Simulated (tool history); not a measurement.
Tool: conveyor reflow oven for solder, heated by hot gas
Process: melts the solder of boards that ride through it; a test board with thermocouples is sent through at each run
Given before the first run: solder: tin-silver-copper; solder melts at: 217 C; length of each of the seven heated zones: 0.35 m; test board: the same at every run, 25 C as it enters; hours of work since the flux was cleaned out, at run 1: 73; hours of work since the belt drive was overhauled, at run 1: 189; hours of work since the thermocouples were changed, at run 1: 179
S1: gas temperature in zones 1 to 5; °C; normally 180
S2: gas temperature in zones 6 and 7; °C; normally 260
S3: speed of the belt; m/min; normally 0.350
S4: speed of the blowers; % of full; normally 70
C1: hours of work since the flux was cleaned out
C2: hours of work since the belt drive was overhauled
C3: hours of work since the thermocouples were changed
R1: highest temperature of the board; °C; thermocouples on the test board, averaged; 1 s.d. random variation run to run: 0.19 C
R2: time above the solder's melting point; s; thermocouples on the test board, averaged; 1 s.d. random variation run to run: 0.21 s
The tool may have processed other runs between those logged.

| run | hour | S1 | S2 | S3 | S4 | C1 | C2 | C3 | R1 | R2 |
|---|---|---|---|---|---|---|---|---|---|---|
| 1 | 0.0 | 180 | 260 | 0.350 | 70 | 73 | 189 | 179 | 249.1 | 93.2 |
| 2 | 7.2 | 180 | 260 | 0.350 | 80 | 77 | 193 | 183 | 250.2 | 94.7 |
| 3 | 17.6 | 180 | 260 | 0.350 | 70 | 83 | 199 | 189 | 249.2 | 92.7 |
| 4 | 28.9 | 180 | 260 | 0.350 | 78 | 90 | 205 | 196 | 249.6 | 94.1 |
| 5 | 40.5 | 180 | 260 | 0.404 | 70 | 96 | 212 | 202 | 245.3 | 74.4 |
| 6 | 48.3 | 180 | 260 | 0.404 | 70 | 101 | 216 | 207 | 245.5 | 74.6 |
| 7 | 58.3 | 177 | 260 | 0.350 | 70 | 107 | 222 | 212 | 248.8 | 90.7 |
| 8 | 68.0 | 191 | 260 | 0.350 | 59 | 112 | 228 | 218 | 249.3 | 100.3 |
| 9 | 79.0 | 191 | 260 | 0.371 | 72 | 118 | 234 | 224 | 249.2 | 94.7 |
| 10 | 84.8 | 180 | 248 | 0.350 | 70 | 122 | 237 | 227 | 238.4 | 78.0 |
| 11 | 94.4 | 180 | 249 | 0.282 | 89 | 127 | 243 | 233 | 243.6 | 114.1 |
| 12 | 105.7 | 180 | 249 | 0.417 | 90 | 134 | 249 | 239 | 236.7 | 62.0 |
| 13 | 110.7 | 172 | 249 | 0.417 | 90 | 137 | 252 | 242 | 235.5 | 55.5 |

Branching from run 13: 3 alternative next runs. What would each branch give?
| A | 116.6 | 171 | 249 | 0.417 | 90 | 140 | 255 | 246 | ? | ? |
| B | 116.6 | 180 | 260 | 0.350 | 52 | 140 | 255 | 246 | ? | ? |
| C | 116.6 | 194 | 260 | 0.350 | 67 | 140 | 255 | 246 | ? | ? |

| run | R1 | R2 |
|---|---|---|
| A | 235.5 | 55.0 |
| B | 246.5 | 88.7 |
| C | 250.8 | 104.8 |
With no hidden state in the tool, these same runs would have given:
| run | R1 | R2 |
|---|---|---|
| A | 236.6 | 56.6 |
| B | 247.5 | 89.3 |
| C | 251.9 | 105.0 |
